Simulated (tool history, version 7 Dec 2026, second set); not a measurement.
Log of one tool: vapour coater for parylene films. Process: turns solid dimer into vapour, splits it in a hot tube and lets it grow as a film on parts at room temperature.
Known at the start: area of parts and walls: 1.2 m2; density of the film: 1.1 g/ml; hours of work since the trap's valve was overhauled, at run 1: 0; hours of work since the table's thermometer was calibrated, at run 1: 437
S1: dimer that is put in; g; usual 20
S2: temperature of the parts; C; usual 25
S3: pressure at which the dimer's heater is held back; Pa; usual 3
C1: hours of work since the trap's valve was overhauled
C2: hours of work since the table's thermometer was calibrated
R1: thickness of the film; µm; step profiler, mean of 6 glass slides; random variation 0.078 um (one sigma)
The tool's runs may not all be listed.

run 1 hour=0 | S1=20 S2=25 S3=3 | C1=0 C2=437 | R1=10.98
run 2 hour=73.3 | S1=20 S2=25 S3=3 | C1=51 C2=488 | R1=10.89
run 3 hour=133.8 | S1=20 S2=33 S3=3 | C1=93 C2=530 | R1=8.96
run 4 hour=205.9 | S1=30 S2=33 S3=3 | C1=143 C2=580 | R1=13.38
run 5 hour=253.4 | S1=34 S2=33 S3=3 | C1=176 C2=612 | R1=15.23
run 6 hour=296 | S1=34 S2=33 S3=3 | C1=205 C2=642 | R1=14.95
run 7 hour=379.3 | S1=20 S2=25 S3=3 | C1=263 C2=700 | R1=10.21
run 8 hour=440.2 | S1=20 S2=33 S3=3 | C1=305 C2=742 | R1=8.53
run 9 hour=504.9 | S1=20 S2=33 S3=3 | C1=350 C2=787 | R1=8.48
-- hour=576.1 table's thermometer calibrated
-- hour=582.6 trap's valve overhauled
run 10 hour=582.6 | S1=20 S2=33 S3=3 | C1=0 C2=2 | R1=9.15
run 11 hour=631.7 | S1=9 S2=33 S3=3 | C1=34 C2=36 | R1=4.15
run 12 hour=696 | S1=20 S2=25 S3=4.01 | C1=79 C2=80 | R1=10.35
run 13 hour=738.6 | S1=20 S2=25 S3=4.01 | C1=108 C2=110 | R1=10.2
run 14 hour=779.3 | S1=20 S2=25 S3=3 | C1=136 C2=138 | R1=10.39
run 15 hour=836.9 | S1=20 S2=25 S3=3 | C1=176 C2=178 | R1=10.35
run 16 hour=915.4 | S1=20 S2=25 S3=3 | C1=231 C2=232 | R1=10.18
run 17 hour=993.8 | S1=20 S2=25 S3=3 | C1=285 C2=287 | R1=10.09
run 18 hour=1049.1 | S1=20 S2=25 S3=3 | C1=323 C2=325 | R1=9.95
run 19 hour=1131.3 | S1=20 S2=25 S3=3 | C1=380 C2=382 | R1=9.65
-- hour=1168.2 trap's valve overhauled
run 20 hour=1178.1 | S1=20 S2=25 S3=3 | C1=7 C2=412 | R1=10.97
run 21 hour=1257.4 | S1=20 S2=25 S3=3 | C1=62 C2=467 | R1=10.64
run 22 hour=1333 | S1=20 S2=25 S3=3 | C1=114 C2=519 | R1=10.62
run 23 hour=1399.1 | S1=20 S2=25 S3=3 | C1=160 C2=565 | R1=10.17
run 24 hour=1475.8 | S1=34 S2=25 S3=8.48 | C1=213 C2=618 | R1=16.56
run 25 hour=1511.2 | S1=20 S2=25 S3=4.34 | C1=238 C2=643 | R1=10.03
run 26 hour=1555.2 | S1=12 S2=37 S3=7.7 | C1=268 C2=673 | R1=4.51
run 27 hour=1637.2 | S1=8 S2=29 S3=7.7 | C1=325 C2=730 | R1=3.53
run 28 hour=1679.2 | S1=8 S2=29 S3=7.7 | C1=354 C2=759 | R1=3.46
run 29 hour=1717.3 | S1=10 S2=22 S3=8.66 | C1=381 C2=785 | R1=4.93
-- hour=1753.7 trap's valve overhauled
run 30 hour=1775.5 | S1=10 S2=22 S3=8.66 | C1=15 C2=823 | R1=5.52
-- hour=1794.4 table's thermometer calibrated
run 31 hour=1829.6 | S1=34 S2=22 S3=3.71 | C1=52 C2=24 | R1=19.23
run 32 hour=1901.6 | S1=34 S2=22 S3=3.71 | C1=102 C2=74 | R1=18.7
run 33 hour=1986.7 | S1=34 S2=22 S3=3.71 | C1=161 C2=133 | R1=18.42
run 34 hour=2057.6 | S1=9 S2=34 S3=2.04 | C1=210 C2=182 | R1=3.87
run 35 hour=2105.8 | S1=24 S2=31 S3=5.08 | C1=243 C2=216 | R1=10.51
run 36 hour=2151.8 | S1=19 S2=29 S3=7.22 | C1=275 C2=248 | R1=8.38
run 37 hour=2237 | S1=20 S2=25 S3=3.56 | C1=334 C2=307 | R1=9.78
run 38 hour=2273.2 | S1=15 S2=20 S3=7.79 | C1=359 C2=332 | R1=7.69
run 39 hour=2313 | S1=15 S2=20 S3=7.79 | C1=387 C2=359 | R1=7.64
-- hour=2341.8 trap's valve overhauled
run 40 hour=2370.4 | S1=32 S2=20 S3=2.24 | C1=20 C2=396 | R1=19.52
run 41 hour=2407.4 | S1=32 S2=20 S3=2.24 | C1=45 C2=422 | R1=19.47
run 42 hour=2462.4 | S1=32 S2=20 S3=2.24 | C1=84 C2=460 | R1=19.46
run 43 hour=2533.5 | S1=18 S2=20 S3=6.1 | C1=133 C2=510 | R1=10.19
run 44 hour=2610.3 | S1=18 S2=20 S3=6.1 | C1=186 C2=563 | R1=9.97
run 45 hour=2664 | S1=21 S2=25 S3=3 | C1=223 C2=600 | R1=10.77
run 46 hour=2729.8 | S1=28 S2=25 S3=5.63 | C1=269 C2=646 | R1=13.74

How the hidden state differs across the entries between the runs, from the last listed run before each to the first after it:
Between runs 9 and 10: table's thermometer calibrated (hour 576.1); trap's valve overhauled (hour 582.6)
  vapour lost through the trap's worn valve, %: 9.6 -> 0.3; true temperature of the parts over the reading, C: -1.01 -> 0.05
  measured less the result without the state, R1: -0.71 -> -0.03 µm
Between runs 19 and 20: trap's valve overhauled (hour 1168.2)
  vapour lost through the trap's worn valve, %: 10.3 -> 0.4; true temperature of the parts over the reading, C: -0.49 -> -0.53
  measured less the result without the state, R1: -1 -> +0.08 µm
Between runs 29 and 30: trap's valve overhauled (hour 1753.7)
  vapour lost through the trap's worn valve, %: 10.3 -> 0.5; true temperature of the parts over the reading, C: -1.06 -> -1.11
  measured less the result without the state, R1: -0.45 -> +0.1 µm
Between runs 30 and 31: table's thermometer calibrated (hour 1794.4)
  vapour lost through the trap's worn valve, %: 0.5 -> 1.4; true temperature of the parts over the reading, C: -1.11 -> 0.01
  measured less the result without the state, R1: +0.1 -> -0.29 µm
Between runs 39 and 40: trap's valve overhauled (hour 2341.8)
  vapour lost through the trap's worn valve, %: 10.7 -> 0.6; true temperature of the parts over the reading, C: -0.46 -> -0.51
  measured less the result without the state, R1: -0.83 -> +0.07 µm
